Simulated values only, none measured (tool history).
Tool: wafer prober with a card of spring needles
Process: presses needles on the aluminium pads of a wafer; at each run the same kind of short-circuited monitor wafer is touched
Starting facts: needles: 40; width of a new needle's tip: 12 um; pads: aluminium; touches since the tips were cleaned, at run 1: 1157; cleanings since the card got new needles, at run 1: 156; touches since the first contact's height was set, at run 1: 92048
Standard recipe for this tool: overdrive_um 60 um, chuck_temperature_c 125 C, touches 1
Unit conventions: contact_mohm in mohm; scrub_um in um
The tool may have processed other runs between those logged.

run	hour	overdrive_um	chuck_temperature_c	touches	touches since the tips were cleaned	cleanings since the card got new needles	touches since the first contact's height was set	contact_mohm	scrub_um
1	0	60	125	1	1157	156	92048	290	11.97
# hour 3.1: tips cleaned on abrasive film
# hour 8.3: tips cleaned on abrasive film
# hour 13.5: tips cleaned on abrasive film
# hour 17.6: tips cleaned on abrasive film
# hour 21.8: tips cleaned on abrasive film
# hour 27: tips cleaned on abrasive film
2	27.7	60	125	1	409	162	107902	277	12.08
# hour 31.8: tips cleaned on abrasive film
# hour 37: tips cleaned on abrasive film
# hour 42.2: tips cleaned on abrasive film
# hour 47.4: tips cleaned on abrasive film
3	47.4	60	125	1	11	166	119199	262	11.91
# hour 51.5: tips cleaned on abrasive film
# hour 56.7: tips cleaned on abrasive film
# hour 61.9: tips cleaned on abrasive film
4	65.7	60	53	1	2209	169	129732	299	11.87
# hour 66.8: tips cleaned on abrasive film
# hour 72: tips cleaned on abrasive film
# hour 77.1: tips cleaned on abrasive film
# hour 81.3: tips cleaned on abrasive film
# hour 86.3: tips cleaned on abrasive film
5	86.3	46	53	1	0	174	141511	252	8.91
# hour 90.4: tips cleaned on abrasive film
# hour 95.6: tips cleaned on abrasive film
# hour 100.8: tips cleaned on abrasive film
# hour 106: tips cleaned on abrasive film
6	109.4	60	38	1	2005	178	154804	296	11.79
# hour 110.5: tips cleaned on abrasive film
# hour 115.7: tips cleaned on abrasive film
# hour 120.9: tips cleaned on abrasive film
# hour 125.7: tips cleaned on abrasive film
7	125.7	60	125	1	0	182	164126	267	11.25
# hour 130.9: tips cleaned on abrasive film
# hour 136.1: tips cleaned on abrasive film
# hour 139.4: height of the first contact set anew
# hour 141.5: tips cleaned on abrasive film
# hour 145.7: tips cleaned on abrasive film
8	147.8	60	125	1	1230	186	4795	292	12.51
# hour 149.9: tips cleaned on abrasive film
# hour 155.1: tips cleaned on abrasive film
# hour 160.3: tips cleaned on abrasive film
# hour 164.6: tips cleaned on abrasive film
9	164.6	47	125	1	0	190	14384	276	9.84
# hour 168.7: tips cleaned on abrasive film
# hour 172.9: tips cleaned on abrasive film
# hour 178.1: tips cleaned on abrasive film
# hour 183.2: tips cleaned on abrasive film
10	186.1	47	101	1	1683	194	26761	326	9.85
# hour 188.2: tips cleaned on abrasive film
# hour 192.4: tips cleaned on abrasive film
# hour 197.6: tips cleaned on abrasive film
# hour 202.5: tips cleaned on abrasive film
11	202.5	47	101	1	0	198	36099	267	9.66
# hour 206.6: tips cleaned on abrasive film
# hour 211.8: tips cleaned on abrasive film
# hour 216: tips cleaned on abrasive film
12	216.5	60	125	1	341	201	44164	272	12.16
# hour 220.7: tips cleaned on abrasive film
# hour 225.9: tips cleaned on abrasive film
# hour 231: tips cleaned on abrasive film
13	234	60	125	1	1757	204	54238	303	12.17
# hour 236.2: tips cleaned on abrasive film
# hour 241.3: tips cleaned on abrasive film
# hour 246.5: tips cleaned on abrasive film
# hour 251.7: tips cleaned on abrasive film
# hour 255.8: tips cleaned on abrasive film
14	256.5	60	125	1	380	209	67094	271	12.39
# hour 260.7: tips cleaned on abrasive film
# hour 265.8: tips cleaned on abrasive film
# hour 271: tips cleaned on abrasive film
# hour 276.2: tips cleaned on abrasive film
# hour 280.9: tips cleaned on abrasive film
15	280.9	60	125	1	0	214	81082	261	12
# hour 286.1: tips cleaned on abrasive film
# hour 291.2: tips cleaned on abrasive film
# hour 295.4: tips cleaned on abrasive film
# hour 299.9: tips cleaned on abrasive film
16	299.9	48	50	2	0	218	91976	253	9.4
# hour 304.1: tips cleaned on abrasive film
# hour 309.2: tips cleaned on abrasive film
# hour 313.9: tips cleaned on abrasive film
17	313.9	50	72	1	0	221	99981	259	10.1
# hour 319: tips cleaned on abrasive film
# hour 324.2: tips cleaned on abrasive film
# hour 328.4: tips cleaned on abrasive film
# hour 333.5: tips cleaned on abrasive film
# hour 337.7: tips cleaned on abrasive film
18	339.6	53	31	1	1112	226	114756	295	10.43
# hour 342.8: tips cleaned on abrasive film
# hour 347.9: tips cleaned on abrasive film
# hour 353.1: tips cleaned on abrasive film
# hour 358.3: tips cleaned on abrasive film
# hour 363.4: tips cleaned on abrasive film
19	364.6	53	31	1	701	231	129121	270	10.2
# hour 367.8: tips cleaned on abrasive film
# hour 371.9: tips cleaned on abrasive film
# hour 377.1: tips cleaned on abrasive film
20	377.2	70	31	2	63	234	136316	238	13.74
# hour 381.4: tips cleaned on abrasive film
# hour 386.6: tips cleaned on abrasive film
21	390.1	60	36	2	2071	236	143735	279	11.54
# hour 391.2: tips cleaned on abrasive film
# hour 396.4: tips cleaned on abrasive film
# hour 401.6: tips cleaned on abrasive film
# hour 406.7: tips cleaned on abrasive film
22	410.3	60	36	2	2091	240	155332	283	11.31
# hour 411.4: tips cleaned on abrasive film
# hour 415.6: tips cleaned on abrasive film
# hour 420.8: tips cleaned on abrasive film
# hour 424.9: tips cleaned on abrasive film
# hour 430.1: tips cleaned on abrasive film
# hour 434.6: tips cleaned on abrasive film
23	434.6	43	101	1	0	246	169175	274	7.87
# hour 439.7: tips cleaned on abrasive film
# hour 440: height of the first contact set anew
# hour 445.2: tips cleaned on abrasive film
24	447.7	43	101	1	1450	248	4421	338	8.89
# hour 449.8: tips cleaned on abrasive film
# hour 455: tips cleaned on abrasive film
# hour 459.1: tips cleaned on abrasive film
# hour 464.3: tips cleaned on abrasive film
25	465.5	42	86	1	674	252	14599	306	8.67

Below are 4 alternative next runs, each starting from the tool's condition after run 25. Predict each:
# hour 468.6: tips cleaned on abrasive film
# hour 473.8: tips cleaned on abrasive film
# hour 477.9: tips cleaned on abrasive film
# hour 483.1: tips cleaned on abrasive film
# hour 488.3: tips cleaned on abrasive film
A	488.6	46	125	2	209	257	27883	?	?
# hour 468.6: tips cleaned on abrasive film
# hour 473.8: tips cleaned on abrasive film
# hour 477.9: tips cleaned on abrasive film
# hour 483.1: tips cleaned on abrasive film
# hour 488.3: tips cleaned on abrasive film
B	488.6	61	125	1	209	257	27883	?	?
# hour 468.6: tips cleaned on abrasive film
# hour 473.8: tips cleaned on abrasive film
# hour 477.9: tips cleaned on abrasive film
# hour 483.1: tips cleaned on abrasive film
# hour 488.3: tips cleaned on abrasive film
C	488.6	60	37	1	209	257	27883	?	?
# hour 468.6: tips cleaned on abrasive film
# hour 473.8: tips cleaned on abrasive film
# hour 477.9: tips cleaned on abrasive film
# hour 483.1: tips cleaned on abrasive film
# hour 488.3: tips cleaned on abrasive film
D	488.6	42	25	1	209	257	27883	?	?

run	contact_mohm	scrub_um
A	282	9.5
B	275	12.95
C	251	12.5
D	269	8.77
Without the tool's unlogged condition, the same runs would have read:
run	contact_mohm	scrub_um
A	259	9.7
B	256	13.15
C	231	12.7
D	231	8.97
